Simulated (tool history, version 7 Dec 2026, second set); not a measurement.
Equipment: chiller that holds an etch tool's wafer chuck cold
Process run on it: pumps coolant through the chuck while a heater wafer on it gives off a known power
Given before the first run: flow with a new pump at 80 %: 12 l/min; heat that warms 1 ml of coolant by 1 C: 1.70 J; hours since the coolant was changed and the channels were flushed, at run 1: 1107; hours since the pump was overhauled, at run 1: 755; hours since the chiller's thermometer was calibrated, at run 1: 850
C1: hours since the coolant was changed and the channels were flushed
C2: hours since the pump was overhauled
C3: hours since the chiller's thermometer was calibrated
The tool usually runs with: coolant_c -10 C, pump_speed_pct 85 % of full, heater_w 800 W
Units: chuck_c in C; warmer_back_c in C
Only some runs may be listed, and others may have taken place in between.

Run 1, hour 0: usual settings; C1 1107; C2 755; C3 850. Result: chuck_c -2.3 C, warmer_back_c 2.25 C.
Run 2, hour 65.1: usual settings but pump_speed_pct 70 % of full; C1 1172; C2 820; C3 915. Result: chuck_c -1.1 C, warmer_back_c 2.76 C.
Run 3, hour 118.7: usual settings; C1 1226; C2 874; C3 968. Result: chuck_c -2.2 C, warmer_back_c 2.28 C.
Run 4, hour 205.8: usual settings; C1 1313; C2 961; C3 1056. Result: chuck_c -2.2 C, warmer_back_c 2.21 C.
Run 5, hour 284.6: usual settings; C1 1392; C2 1040; C3 1134. Result: chuck_c -2.1 C, warmer_back_c 2.2 C.
Run 6, hour 374.3: usual settings; C1 1482; C2 1129; C3 1224. Result: chuck_c -2 C, warmer_back_c 2.22 C.
Run 7, hour 420.5: usual settings but pump_speed_pct 89 % of full; C1 1528; C2 1176; C3 1270. Result: chuck_c -2.4 C, warmer_back_c 2.11 C.
Run 8, hour 503.1: usual settings but pump_speed_pct 89 % of full; C1 1610; C2 1258; C3 1353. Result: chuck_c -2.3 C, warmer_back_c 2.17 C.
Run 9, hour 563: usual settings but pump_speed_pct 89 % of full; C1 1670; C2 1318; C3 1413. Result: chuck_c -2.5 C, warmer_back_c 2.22 C.
Run 10, hour 615.8: usual settings but coolant_c -13 C, heater_w 731 W; C1 1723; C2 1371; C3 1466. Result: chuck_c -5.6 C, warmer_back_c 2.09 C.
Run 11, hour 670.7: usual settings but heater_w 979 W; C1 1778; C2 1426; C3 1520. Result: chuck_c -0.2 C, warmer_back_c 2.85 C.
Run 12, hour 761.6: usual settings but coolant_c -15 C, pump_speed_pct 88 % of full, heater_w 693 W; C1 1869; C2 1517; C3 1611. Result: chuck_c -8.1 C, warmer_back_c 1.83 C.

For run 13, what comes out?
Run 13, hour 830.1: usual settings but coolant_c -15 C, pump_speed_pct 94 % of full, heater_w 940 W; C1 1937; C2 1585; C3 1680. Result: chuck_c ?, warmer_back_c ?.

chuck_c: -6.2 C
warmer_back_c: 2.41 C
Were there no unlogged condition in the tool, this run, its random variation unchanged, would have produced chuck_c -6.9 C, warmer_back_c 2.32 C.

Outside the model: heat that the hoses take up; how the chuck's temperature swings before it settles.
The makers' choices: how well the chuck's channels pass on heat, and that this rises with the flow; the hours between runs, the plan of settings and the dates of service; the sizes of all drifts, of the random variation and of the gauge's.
